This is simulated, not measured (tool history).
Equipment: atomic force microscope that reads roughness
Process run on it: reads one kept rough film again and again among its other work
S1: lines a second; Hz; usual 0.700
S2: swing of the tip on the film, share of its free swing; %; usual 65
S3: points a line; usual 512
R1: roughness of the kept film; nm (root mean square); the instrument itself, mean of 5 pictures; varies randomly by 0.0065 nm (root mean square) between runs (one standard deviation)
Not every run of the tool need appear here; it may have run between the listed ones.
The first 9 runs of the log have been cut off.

run 10 hour=113.4 | S1=0.700 S2=86 S3=512 | R1=1.061
run 11 hour=130.5 | S1=0.700 S2=86 S3=512 | R1=1.030
-- hour=138.3 new tip fitted
run 12 hour=146.0 | S1=0.700 S2=86 S3=512 | R1=1.216
run 13 hour=162.3 | S1=1.000 S2=65 S3=512 | R1=1.218
run 14 hour=177.2 | S1=1.000 S2=65 S3=512 | R1=1.190
run 15 hour=186.0 | S1=1.000 S2=65 S3=512 | R1=1.183
run 16 hour=194.1 | S1=1.000 S2=65 S3=512 | R1=1.169
run 17 hour=203.3 | S1=0.548 S2=65 S3=512 | R1=1.149
run 18 hour=222.6 | S1=0.548 S2=65 S3=512 | R1=1.123
run 19 hour=231.2 | S1=0.548 S2=65 S3=512 | R1=1.108
run 20 hour=241.0 | S1=0.700 S2=75 S3=512 | R1=1.071
-- hour=256.6 new tip fitted
run 21 hour=257.3 | S1=0.700 S2=65 S3=512 | R1=1.275
run 22 hour=276.4 | S1=0.700 S2=65 S3=512 | R1=1.256
run 23 hour=290.1 | S1=0.700 S2=65 S3=512 | R1=1.222
run 24 hour=298.3 | S1=0.700 S2=59 S3=512 | R1=1.203
run 25 hour=312.8 | S1=0.571 S2=59 S3=512 | R1=1.177
run 26 hour=322.5 | S1=0.571 S2=67 S3=379 | R1=1.156
run 27 hour=336.7 | S1=1.407 S2=65 S3=753 | R1=1.103
run 28 hour=350.7 | S1=0.544 S2=65 S3=306 | R1=1.098
run 29 hour=360.8 | S1=0.544 S2=65 S3=306 | R1=1.082

Forecast run 30:
run 30 hour=370.9 | S1=0.700 S2=87 S3=379 | R1=?

R1: 1.018 nm (root mean square)
On a tool with no hidden condition, and with the same random variation, this run would have come out at R1 1.224 nm (root mean square).

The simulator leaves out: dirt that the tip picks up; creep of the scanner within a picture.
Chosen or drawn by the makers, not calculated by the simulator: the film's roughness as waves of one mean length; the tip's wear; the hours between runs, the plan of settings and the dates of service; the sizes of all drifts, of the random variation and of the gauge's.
